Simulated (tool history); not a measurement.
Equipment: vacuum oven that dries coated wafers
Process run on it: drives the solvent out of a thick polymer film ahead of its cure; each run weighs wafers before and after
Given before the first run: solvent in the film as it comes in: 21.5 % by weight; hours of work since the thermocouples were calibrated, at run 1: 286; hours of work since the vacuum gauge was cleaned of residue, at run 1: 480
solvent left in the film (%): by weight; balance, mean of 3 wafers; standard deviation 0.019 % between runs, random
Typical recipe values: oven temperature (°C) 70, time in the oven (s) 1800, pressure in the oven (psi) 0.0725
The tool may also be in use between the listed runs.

run   hour  oven temperature (°C)  time in the oven (s)  pressure in the oven (psi)  hours of work since the thermocouples were calibrated  hours of work since the vacuum gauge was cleaned of residue  solvent left in the film (%)
  1      0                     70                  1800                      0.0725                                                    286                                                          480                          0.91
  2    7.6                     70                  1800                      0.0725                                                    290                                                          485                          0.88
  3   19.6                     70                  1800                      0.0725                                                    297                                                          492                          0.89
  4   27.1                     70                  1800                      0.0725                                                    302                                                          496                          0.89
  5   36.5                     74                  1800                      0.0725                                                    307                                                          502                          0.43
  6   44.8                     74                  1800                      0.0725                                                    312                                                          507                          0.44
  7   53.6                     74                  1800                      0.0725                                                    317                                                          512                          0.44
  8   61.9                     74                  1800                      0.0725                                                    322                                                          517                          0.45
  9   74.6                     59                  1800                      0.0725                                                    329                                                          524                           4.2
 10   84.3                     59                  1800                      0.0725                                                    335                                                          530                          4.19
 11   94.3                     59                  1800                      0.0725                                                    341                                                          535                          4.21
 12  101.2                     56                  1800                      0.0725                                                    345                                                          539                          5.58
 13  110.8                     56                  1800                      0.0725                                                    350                                                          545                          5.58
 14  116.7                     56                  1800                      0.0725                                                    354                                                          548                          5.56
 15  127.4                     56                  1800                      0.0725                                                    360                                                          555                          5.54
     130.6  -- oven's thermocouples calibrated
 16  137.1                     70                  1140                      0.0725                                                      4                                                          559                           2.2
 17  143.1                     70                  1140                      0.0725                                                      7                                                          563                          2.18
 18  154.1                     70                  1800                      0.0725                                                     14                                                          569                          0.78
 19  161.5                     64                  1020                      0.2579                                                     18                                                          573                          5.59
 20  171.8                     76                   960                      0.1398                                                     24                                                          579                          1.42
 21  180.1                     70                  1020                      0.0725                                                     29                                                          584                          2.64
 22  190.6                     70                  1020                      0.0725                                                     35                                                          590                          2.67
 23  201.6                     70                  1020                      0.0725                                                     41                                                          597                          2.66
     206.3  -- oven's thermocouples calibrated, once more
 24  212.8                     66                  1800                      0.2833                                                      4                                                          602                          2.73
 25  222.1                     59                  2160                      0.1475                                                      9                                                          608                          3.97
 26  231.8                     70                  1500                      0.0725                                                     15                                                          613                          1.62
 27  238.2                     70                  1320                      0.0725                                                     19                                                          617                          2.09
 28  250.7                     70                  1320                      0.0725                                                     26                                                          624                          2.09
 29  261.1                     56                  1800                      0.0725                                                     32                                                          630                          6.12
 30  272.9                     70                  2640                      0.0721                                                     39                                                          637                          0.48
 31  279.2                     80                  1860                      0.0367                                                     43                                                          641                          0.13
 32  286.9                     59                  1200                      0.0634                                                     47                                                          645                          7.16
 33  294.9                     59                  1200                      0.0634                                                     52                                                          650                          7.18
 34  304.6                     59                  1200                      0.0634                                                     57                                                          656                          7.17
 35  312.7                     70                  2220                      0.0725                                                     62                                                          660                          0.64
 36  321.5                     83                  1620                      0.0725                                                     67                                                          665                          0.19

For each run, the measured value with the value that run would have given without the tool's hidden condition subtracted. The run-to-run variation is shared by both, the gauge scatter possibly not:
The hidden state here: true wafer temperature over the reading, C; true pressure over the reading, kPa; drift of the gauge itself on solvent_pct, %.
run  solvent left in the film (%)
  1                         -0.12
  2                         -0.13
  3                         -0.13
  4                         -0.13
  5                         -0.05
  6                         -0.04
  7                         -0.05
  8                         -0.05
  9                         -0.44
 10                         -0.44
 11                         -0.45
 12                         -0.49
 13                         -0.49
 14                          -0.5
 15                          -0.5
 16                         -0.52
 17                         -0.52
 18                         -0.23
 19                         -0.79
 20                         -0.38
 21                          -0.6
 22                          -0.6
 23                         -0.61
 24                         +0.07
 25                         +0.09
 26                         +0.06
 27                         +0.06
 28                         +0.05
 29                         +0.07
 30                         +0.07
 31                         +0.04
 32                         +0.04
 33                         +0.03
 34                         +0.03
 35                         +0.06
 36                         +0.04

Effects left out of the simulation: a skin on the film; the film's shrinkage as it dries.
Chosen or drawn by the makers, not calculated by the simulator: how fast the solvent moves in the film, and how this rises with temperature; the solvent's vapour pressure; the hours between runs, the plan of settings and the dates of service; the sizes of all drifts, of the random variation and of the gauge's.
